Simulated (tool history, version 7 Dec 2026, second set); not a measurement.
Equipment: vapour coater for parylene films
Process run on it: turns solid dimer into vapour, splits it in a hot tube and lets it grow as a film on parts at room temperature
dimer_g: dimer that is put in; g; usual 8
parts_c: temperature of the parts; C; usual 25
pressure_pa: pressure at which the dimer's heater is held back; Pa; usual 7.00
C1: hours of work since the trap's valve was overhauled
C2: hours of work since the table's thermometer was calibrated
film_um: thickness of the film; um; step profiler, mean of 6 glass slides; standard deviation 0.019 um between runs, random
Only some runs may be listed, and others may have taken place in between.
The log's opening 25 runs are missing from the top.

Run 26, day 23.821: usual settings but dimer_g 4 g; C1 86; C2 703. Result: film_um 0.71 um.
Run 27, day 24.858: usual settings but parts_c 28 C, pressure_pa 2.74 Pa; C1 105; C2 722. Result: film_um 1.44 um.
Run 28, day 25.717: usual settings but dimer_g 12 g, parts_c 32 C, pressure_pa 9.89 Pa; C1 121; C2 738. Result: film_um 1.39 um.
Run 29, day 26.938: usual settings but dimer_g 12 g, parts_c 32 C, pressure_pa 9.89 Pa; C1 144; C2 761. Result: film_um 1.39 um.
Run 30, day 28.158: usual settings but dimer_g 5 g, pressure_pa 9.04 Pa; C1 167; C2 784. Result: film_um 0.81 um.
Run 31, day 29.479: usual settings but dimer_g 5 g, pressure_pa 9.04 Pa; C1 192; C2 808. Result: film_um 0.79 um.
Run 32, day 30.079: usual settings but dimer_g 5 g, pressure_pa 9.04 Pa; C1 203; C2 819. Result: film_um 0.80 um.
Run 33, day 31.096: usual settings but dimer_g 6 g, pressure_pa 5.45 Pa; C1 222; C2 838. Result: film_um 1.07 um.

What will run 34 give?
Run 34, day 31.829: usual settings but pressure_pa 2.33 Pa; C1 236; C2 852. Result: film_um ?.

Run 34 came out at film_um 1.68 um.
With no hidden state in the tool, this same run would have given film_um 1.82 um.
